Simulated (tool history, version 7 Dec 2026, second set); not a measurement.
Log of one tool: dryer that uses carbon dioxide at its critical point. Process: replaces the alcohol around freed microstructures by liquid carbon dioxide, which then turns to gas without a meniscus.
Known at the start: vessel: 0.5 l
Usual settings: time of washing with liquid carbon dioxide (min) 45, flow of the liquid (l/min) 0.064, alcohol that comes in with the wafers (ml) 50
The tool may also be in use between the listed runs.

| run | hour | time of washing with liquid carbon dioxide (min) | flow of the liquid (l/min) | alcohol that comes in with the wafers (ml) | alcohol left in the vessel before it's heated (ppm by volume) |
|---|---|---|---|---|---|
| 1 | 0 | 45 | 0.064 | 50 | 2136 |
| 2 | 49.2 | 45 | 0.064 | 50 | 2271 |
| 3 | 82.4 | 45 | 0.064 | 50 | 2272 |
| 4 | 125.5 | 45 | 0.064 | 33 | 1155 |
| 5 | 183.2 | 28 | 0.064 | 33 | 5422 |
| 6 | 244.7 | 28 | 0.064 | 33 | 5658 |
| 7 | 292.7 | 28 | 0.064 | 33 | 5616 |
| 8 | 319.8 | 28 | 0.064 | 33 | 5788 |
| 9 | 365.9 | 45 | 0.064 | 116 | 4705 |
| 10 | 391.8 | 45 | 0.0758 | 116 | 2397 |
| 11 | 431.1 | 45 | 0.0594 | 50 | 2787 |
| 12 | 490.3 | 45 | 0.064 | 50 | 2223 |
| 13 | 554.2 | 45 | 0.064 | 50 | 1756 |
| 14 | 583.6 | 45 | 0.064 | 50 | 1832 |
| 15 | 616.2 | 45 | 0.064 | 50 | 1847 |
| 16 | 646.7 | 45 | 0.064 | 50 | 1926 |
| 17 | 685.9 | 45 | 0.064 | 50 | 1922 |
| 18 | 711.8 | 33 | 0.064 | 50 | 5455 |
| 19 | 749.1 | 45 | 0.064 | 50 | 1966 |
| 20 | 793.6 | 45 | 0.064 | 50 | 2059 |
| 21 | 819.4 | 45 | 0.064 | 57 | 2404 |
| 22 | 867.4 | 45 | 0.064 | 57 | 2480 |
| 23 | 906 | 45 | 0.064 | 57 | 2656 |
| 24 | 957.8 | 42 | 0.1042 | 35 | 292 |
| 25 | 1017.4 | 32 | 0.0891 | 117 | 4388 |
| 26 | 1051 | 41 | 0.0381 | 117 | 25986 |
| 27 | 1092 | 71 | 0.0596 | 27 | 224 |
| 28 | 1155 | 41 | 0.0416 | 118 | 22617 |
| 29 | 1198.9 | 45 | 0.0419 | 45 | 7079 |
| 30 | 1259.7 | 45 | 0.0419 | 45 | 7006 |
| 31 | 1320.7 | 45 | 0.0419 | 45 | 7279 |
| 32 | 1350.8 | 45 | 0.0634 | 22 | 1114 |
| 33 | 1402.5 | 27 | 0.0941 | 22 | 1588 |
| 34 | 1464.6 | 34 | 0.064 | 50 | 4693 |
| 35 | 1502.7 | 60 | 0.0919 | 64 | 73 |
| 36 | 1547.4 | 60 | 0.0919 | 64 | 72 |
| 37 | 1594.1 | 32 | 0.0719 | 68 | 5723 |
| 38 | 1637.7 | 32 | 0.0475 | 25 | 6250 |
| 39 | 1675.5 | 69 | 0.0415 | 25 | 1040 |
| 40 | 1716.6 | 34 | 0.0415 | 25 | 7633 |
| 41 | 1746.9 | 34 | 0.0415 | 25 | 7688 |
| 42 | 1798.4 | 36 | 0.0492 | 111 | 20894 |
| 43 | 1831.6 | 45 | 0.0472 | 38 | 4787 |
| 44 | 1863.3 | 45 | 0.0979 | 82 | 349 |
| 45 | 1894.3 | 28 | 0.0449 | 27 | 9346 |

Taken out of this log: 6 entries between the listed runs. Where each belongs, and how the hidden state differs across it:
Between runs 3 and 4: inlet filter changed (hour 87.3)
  flow that reaches the vessel past the clogged filter, %: 92.3 -> 99.2; alcohol in the recycled carbon dioxide, ppm: 20.2 -> 22.5
  measured less the result without the state, alcohol left in the vessel before it's heated (ppm by volume): +621 -> +52
Between runs 12 and 13: inlet filter changed (hour 527.9)
  flow that reaches the vessel past the clogged filter, %: 92.9 -> 99.4; alcohol in the recycled carbon dioxide, ppm: 42.2 -> 45.9
  measured less the result without the state, alcohol left in the vessel before it's heated (ppm by volume): +586 -> +84
Between runs 24 and 25: inlet filter changed (hour 966.5)
  flow that reaches the vessel past the clogged filter, %: 92.3 -> 98.8; alcohol in the recycled carbon dioxide, ppm: 67.8 -> 71.1
  measured less the result without the state, alcohol left in the vessel before it's heated (ppm by volume): +147 -> +265
Between runs 32 and 33: purifier's bed changed (hour 1395.3)
  flow that reaches the vessel past the clogged filter, %: 93.2 -> 92.2; alcohol in the recycled carbon dioxide, ppm: 89.5 -> 5.7
  measured less the result without the state, alcohol left in the vessel before it's heated (ppm by volume): +335 -> +387
Between runs 33 and 34: inlet filter changed (hour 1408.7)
  flow that reaches the vessel past the clogged filter, %: 92.2 -> 98.6; alcohol in the recycled carbon dioxide, ppm: 5.7 -> 9.1
  measured less the result without the state, alcohol left in the vessel before it's heated (ppm by volume): +387 -> +196
Between runs 43 and 44: inlet filter changed (hour 1849.5)
  flow that reaches the vessel past the clogged filter, %: 92.3 -> 99.6; alcohol in the recycled carbon dioxide, ppm: 29.2 -> 30.9
  measured less the result without the state, alcohol left in the vessel before it's heated (ppm by volume): +1017 -> +32
